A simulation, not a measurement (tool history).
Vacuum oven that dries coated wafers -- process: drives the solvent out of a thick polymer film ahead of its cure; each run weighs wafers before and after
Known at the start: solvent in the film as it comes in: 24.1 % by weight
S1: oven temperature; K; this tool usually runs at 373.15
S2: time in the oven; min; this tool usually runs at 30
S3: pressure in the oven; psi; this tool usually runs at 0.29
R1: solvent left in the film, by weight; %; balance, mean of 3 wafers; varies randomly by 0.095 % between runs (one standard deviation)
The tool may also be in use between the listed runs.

run	hour	S1	S2	S3	R1
1	0	373.15	30	0.29	8.06
2	19.1	373.15	30	0.351	8.58
3	50.8	373.15	30	0.146	6.95
4	69.4	373.15	30	0.146	7.03
5	103	373.15	30	0.29	8.22
6	138.9	373.15	42	0.29	6.44
7	158.6	373.15	42	0.29	6.3
# hour 162.2: vacuum gauge cleaned of residue and calibrated
8	193.1	373.15	30	0.29	8.5
9	214.8	373.15	23	0.29	10.06
10	244.2	373.15	23	0.29	9.98
11	279	373.15	30	0.29	8.47
12	309.8	373.15	44	0.29	6.28
# hour 322.9: vacuum gauge cleaned of residue and calibrated, once more
13	334.6	373.15	44	0.29	5.94
14	363.5	360.15	25	0.194	12.32
15	381.5	373.15	38	0.16	5.5
16	409.8	367.15	30	0.212	9.21
17	431.1	367.15	30	0.212	9.32
18	462	361.15	30	0.792	17.8
19	496.7	371.15	25	0.511	11.89
20	530.9	363.15	54	0.261	7.69
21	556.1	373.15	31	0.29	7.99
22	592.4	371.15	19	0.318	11.69
23	619	371.15	19	0.318	11.8
24	649.6	361.15	38	0.247	10.24
25	690.8	361.15	38	0.247	10.54

Pick out some run-to-run changes in R1. Of each, how much would a tool without hidden state show as well, from the settings, what came in and chance, and how much is left for the hidden state and any gauge scatter not in both results compared?
The tool's hidden condition here consists of: true wafer temperature over the reading, C; true pressure over the reading, kPa; drift of the gauge itself on solvent_pct, %.
Run 7 -> 8: S2 42 -> 30, vacuum gauge cleaned of residue and calibrated. R1 +2.2 %: hidden state +0.14, all else +2.06.
Run 12 -> 13: vacuum gauge cleaned of residue and calibrated, once more. R1 -0.34 %: hidden state -0.46, all else +0.12.
Run 14 -> 15: S1 360.15 -> 373.15, S2 25 -> 38, S3 0.194 -> 0.16. R1 -6.82 %: hidden state +0, all else -6.82.
Run 17 -> 18: S1 367.15 -> 361.15, S3 0.212 -> 0.792. R1 +8.48 %: hidden state +0.02, all else +8.46.
